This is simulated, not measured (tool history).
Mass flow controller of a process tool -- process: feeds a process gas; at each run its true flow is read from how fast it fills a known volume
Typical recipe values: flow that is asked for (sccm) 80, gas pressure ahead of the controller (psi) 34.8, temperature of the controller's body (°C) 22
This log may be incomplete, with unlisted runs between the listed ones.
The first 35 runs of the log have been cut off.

run,hour,flow that is asked for (sccm),gas pressure ahead of the controller (psi),temperature of the controller's body (°C),true flow (%)
# hour 7888.4: controller's zero set anew
36,8102.5,44,26.1,28,97.07
37,8395.4,137,34.8,22,98.16
38,8684.6,137,34.8,22,98.00
39,8927.7,153,38.7,22,98.31
40,9179.6,23,34.8,27,98.50
41,9501.3,148,33.2,36,96.50
# hour 9662.4: controller exchanged for a calibrated one
42,9801.6,45,23.8,22,100.23
43,9966.6,80,24.2,22,100.16
44,10114.3,80,24.2,22,100.14
45,10310.3,80,24.2,22,100.14
46,10555.1,80,24.2,22,100.14
47,10868.3,80,24.2,22,100.26

5 options for the next run, each taken on its own from the tool as it stands now. Forecast them:
A,11135.7,80,33.8,33,?
B,11135.7,80,23.1,22,?
C,11135.7,25,34.8,23,?
D,11135.7,80,24.2,33,?
E,11135.7,146,37.7,26,?

run,true flow (%)
A,99.37
B,99.93
C,101.93
D,98.85
E,100.08
Stripped of hidden state, with their random variation kept, the same runs would have yielded:
run,true flow (%)
A,99.15
B,99.71
C,100.36
D,98.62
E,100.13
